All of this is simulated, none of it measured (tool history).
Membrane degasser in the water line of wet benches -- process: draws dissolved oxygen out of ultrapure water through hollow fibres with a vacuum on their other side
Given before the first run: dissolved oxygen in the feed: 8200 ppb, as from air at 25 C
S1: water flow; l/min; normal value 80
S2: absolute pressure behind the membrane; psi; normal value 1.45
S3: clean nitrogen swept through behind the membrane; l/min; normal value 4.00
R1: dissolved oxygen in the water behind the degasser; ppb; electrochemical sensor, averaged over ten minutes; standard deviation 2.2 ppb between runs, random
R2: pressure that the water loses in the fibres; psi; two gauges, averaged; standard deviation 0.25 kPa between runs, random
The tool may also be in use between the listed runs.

run 1 hour=0.0 | S1=80 S2=1.45 S3=4.00 | R1=312.5 R2=9.942
run 2 hour=295.4 | S1=93 S2=1.45 S3=4.00 | R1=365.8 R2=11.596
run 3 hour=605.6 | S1=93 S2=1.45 S3=4.00 | R1=371.2 R2=11.583
-- hour=630.4 vacuum gauge calibrated
run 4 hour=960.4 | S1=80 S2=1.93 S3=4.00 | R1=447.6 R2=10.028
-- hour=1045.5 seals of the vacuum lines changed
run 5 hour=1276.7 | S1=80 S2=1.93 S3=2.35 | R1=676.6 R2=9.993
run 6 hour=1610.0 | S1=80 S2=1.93 S3=10.31 | R1=199.1 R2=10.011
run 7 hour=1854.9 | S1=80 S2=1.93 S3=10.31 | R1=200.4 R2=9.977
run 8 hour=2043.1 | S1=80 S2=0.94 S3=4.00 | R1=163.0 R2=10.074
run 9 hour=2210.4 | S1=80 S2=1.45 S3=2.02 | R1=530.5 R2=10.084
-- hour=2390.5 membrane cartridge changed
run 10 hour=2550.7 | S1=80 S2=1.45 S3=2.02 | R1=527.1 R2=10.108
run 11 hour=2793.1 | S1=80 S2=1.28 S3=10.50 | R1=118.7 R2=10.122
run 12 hour=2942.2 | S1=63 S2=1.83 S3=4.15 | R1=320.4 R2=8.028
run 13 hour=3198.5 | S1=63 S2=1.83 S3=4.15 | R1=322.3 R2=7.926
run 14 hour=3379.7 | S1=91 S2=2.94 S3=7.93 | R1=465.3 R2=11.544
-- hour=3399.1 gauge calibrated
run 15 hour=3669.6 | S1=75 S2=2.31 S3=5.72 | R1=384.4 R2=9.314
run 16 hour=3889.2 | S1=118 S2=2.31 S3=3.66 | R1=857.1 R2=14.669
run 17 hour=4237.4 | S1=80 S2=1.38 S3=3.00 | R1=363.7 R2=10.031
run 18 hour=4532.9 | S1=53 S2=1.45 S3=4.00 | R1=206.2 R2=6.595
run 19 hour=4890.3 | S1=78 S2=2.38 S3=2.19 | R1=889.1 R2=9.754
run 20 hour=5223.7 | S1=78 S2=2.38 S3=2.19 | R1=889.0 R2=9.802

Each row is a separate what-if for the run after 20, all from the same tool condition, not one after another. Results?
run A hour=5569.5 | S1=89 S2=2.64 S3=4.00 | R1=? R2=?
run B hour=5569.5 | S1=88 S2=1.67 S3=8.06 | R1=? R2=?
run C hour=5569.5 | S1=89 S2=1.06 S3=2.24 | R1=? R2=?
run D hour=5569.5 | S1=51 S2=1.04 S3=4.00 | R1=? R2=?

run=A R1=709.0 R2=11.229
run=B R1=235.9 R2=11.121
run=C R1=340.4 R2=11.220
run=D R1=118.8 R2=6.406
With no hidden state in the tool, these same runs would have given:
run=A R1=708.6 R2=11.039
run=B R1=235.7 R2=10.933
run=C R1=339.8 R2=11.030
run=D R1=118.6 R2=6.296

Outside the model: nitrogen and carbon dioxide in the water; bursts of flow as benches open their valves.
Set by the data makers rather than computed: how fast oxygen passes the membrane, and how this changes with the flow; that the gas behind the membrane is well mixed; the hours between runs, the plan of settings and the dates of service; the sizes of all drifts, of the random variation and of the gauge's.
